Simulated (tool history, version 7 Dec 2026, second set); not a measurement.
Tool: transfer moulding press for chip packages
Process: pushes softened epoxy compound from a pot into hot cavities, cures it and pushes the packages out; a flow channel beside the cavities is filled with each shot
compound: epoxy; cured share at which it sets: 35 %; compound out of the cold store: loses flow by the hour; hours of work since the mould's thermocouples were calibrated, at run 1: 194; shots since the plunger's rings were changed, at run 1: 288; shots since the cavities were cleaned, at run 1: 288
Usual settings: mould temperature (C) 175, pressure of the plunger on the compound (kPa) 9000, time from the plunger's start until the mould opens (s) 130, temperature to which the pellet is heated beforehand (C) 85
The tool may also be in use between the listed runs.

| run | hour | mould temperature (C) | pressure of the plunger on the compound (kPa) | time from the plunger's start until the mould opens (s) | temperature to which the pellet is heated beforehand (C) | hours of work since the mould's thermocouples were calibrated | shots since the plunger's rings were changed | shots since the cavities were cleaned | incoming compound's hours out of the cold store | length that the compound runs in the flow channel (mm) | greatest force on the pins that push the packages out (N) |
|---|---|---|---|---|---|---|---|---|---|---|---|
| 1 | 0.0 | 175 | 9000 | 130 | 85 | 194 | 288 | 288 | 23.6 | 697 | 660 |
|  | 38.2 | cavities cleaned with cleaning compound and waxed |
| 2 | 101.2 | 175 | 9000 | 130 | 85 | 247 | 1025 | 466 | 26.4 | 674 | 776 |
|  | 112.0 | cavities cleaned with cleaning compound and waxed |
| 3 | 171.3 | 175 | 9000 | 130 | 85 | 283 | 1531 | 438 | 12.2 | 740 | 803 |
|  | 185.7 | cavities cleaned with cleaning compound and waxed |
|  | 261.0 | cavities cleaned with cleaning compound and waxed |
| 4 | 261.0 | 175 | 9000 | 130 | 85 | 328 | 2172 | 0 | 29.8 | 661 | 453 |
| 5 | 303.0 | 175 | 9000 | 130 | 85 | 351 | 2482 | 310 | 47.6 | 601 | 693 |
|  | 332.4 | cavities cleaned with cleaning compound and waxed |
|  | 338.6 | mould's thermocouples calibrated |
| 6 | 380.3 | 175 | 9000 | 130 | 85 | 22 | 3027 | 339 | 37.2 | 631 | 727 |
|  | 410.3 | cavities cleaned with cleaning compound and waxed |
| 7 | 446.2 | 175 | 9000 | 130 | 85 | 56 | 3503 | 265 | 15.0 | 697 | 699 |
|  | 483.1 | cavities cleaned with cleaning compound and waxed |
|  | 494.9 | plunger's sealing rings changed |
| 8 | 528.2 | 175 | 9000 | 130 | 87 | 97 | 246 | 314 | 26.9 | 694 | 686 |
|  | 558.4 | cavities cleaned with cleaning compound and waxed |
| 9 | 572.9 | 175 | 9000 | 130 | 87 | 120 | 566 | 107 | 42.4 | 643 | 553 |
|  | 632.3 | cavities cleaned with cleaning compound and waxed |
| 10 | 664.1 | 175 | 9000 | 130 | 85 | 167 | 1229 | 236 | 39.9 | 629 | 646 |
|  | 706.8 | cavities cleaned with cleaning compound and waxed |
| 11 | 742.2 | 175 | 8450 | 130 | 85 | 207 | 1794 | 261 | 13.0 | 694 | 691 |
|  | 780.3 | cavities cleaned with cleaning compound and waxed |
| 12 | 794.3 | 175 | 8450 | 130 | 85 | 234 | 2168 | 103 | 44.8 | 588 | 533 |
| 13 | 849.1 | 171 | 8450 | 130 | 85 | 263 | 2573 | 508 | 41.9 | 600 | 895 |
|  | 856.8 | cavities cleaned with cleaning compound and waxed |
|  | 932.0 | cavities cleaned with cleaning compound and waxed |
| 14 | 946.1 | 172 | 8070 | 119 | 85 | 312 | 3267 | 104 | 16.3 | 665 | 772 |
|  | 1006.8 | cavities cleaned with cleaning compound and waxed |
|  | 1024.6 | plunger's sealing rings changed |
| 15 | 1036.3 | 172 | 8070 | 119 | 85 | 358 | 86 | 199 | 23.5 | 672 | 841 |
|  | 1056.6 | mould's thermocouples calibrated |
|  | 1090.8 | cavities cleaned with cleaning compound and waxed |
| 16 | 1124.3 | 172 | 8070 | 119 | 85 | 35 | 710 | 247 | 26.9 | 658 | 879 |
|  | 1165.9 | cavities cleaned with cleaning compound and waxed |
| 17 | 1215.6 | 175 | 7520 | 130 | 93 | 82 | 1374 | 367 | 31.6 | 601 | 715 |
|  | 1240.5 | cavities cleaned with cleaning compound and waxed |
| 18 | 1271.4 | 173 | 8050 | 127 | 91 | 111 | 1775 | 228 | 17.4 | 667 | 739 |
|  | 1314.3 | cavities cleaned with cleaning compound and waxed |
| 19 | 1332.9 | 169 | 6930 | 130 | 80 | 142 | 2219 | 138 | 16.5 | 634 | 819 |
|  | 1389.4 | cavities cleaned with cleaning compound and waxed |
| 20 | 1419.1 | 167 | 6930 | 130 | 85 | 187 | 2845 | 220 | 41.7 | 555 | 951 |
|  | 1465.4 | cavities cleaned with cleaning compound and waxed |
| 21 | 1489.1 | 179 | 8920 | 130 | 93 | 223 | 3350 | 175 | 43.6 | 586 | 548 |
|  | 1539.7 | cavities cleaned with cleaning compound and waxed |
|  | 1556.6 | plunger's sealing rings changed |
| 22 | 1563.3 | 181 | 8020 | 129 | 93 | 260 | 50 | 156 | 41.6 | 602 | 533 |
| 23 | 1606.2 | 181 | 8020 | 129 | 93 | 283 | 367 | 473 | 11.1 | 679 | 697 |
|  | 1614.3 | cavities cleaned with cleaning compound and waxed |
|  | 1685.9 | cavities cleaned with cleaning compound and waxed |
| 24 | 1705.5 | 181 | 8020 | 129 | 93 | 333 | 1078 | 145 | 10.5 | 677 | 551 |
|  | 1757.4 | cavities cleaned with cleaning compound and waxed |
| 25 | 1761.0 | 181 | 9820 | 129 | 77 | 362 | 1477 | 26 | 39.6 | 657 | 455 |

The same runs without the tool's hidden state, with the same run-to-run variation:
The hidden state here: true mould temperature over the reading, C; pressure that reaches the compound, % of what is set; grip of the stained cavities, % over clean ones'; drift of the gauge itself on flow_mm, %; drift of the gauge itself on push_out_n, %.
| run | length that the compound runs in the flow channel (mm) | greatest force on the pins that push the packages out (N) |
|---|---|---|
| 1 | 702 | 452 |
| 2 | 688 | 459 |
| 3 | 763 | 489 |
| 4 | 690 | 449 |
| 5 | 630 | 463 |
| 6 | 670 | 465 |
| 7 | 747 | 493 |
| 8 | 698 | 453 |
| 9 | 650 | 466 |
| 10 | 643 | 455 |
| 11 | 718 | 474 |
| 12 | 612 | 453 |
| 13 | 630 | 519 |
| 14 | 707 | 642 |
| 15 | 673 | 606 |
| 16 | 668 | 602 |
| 17 | 617 | 456 |
| 18 | 690 | 525 |
| 19 | 661 | 649 |
| 20 | 586 | 682 |
| 21 | 624 | 416 |
| 22 | 602 | 416 |
| 23 | 684 | 419 |
| 24 | 691 | 426 |
| 25 | 676 | 419 |
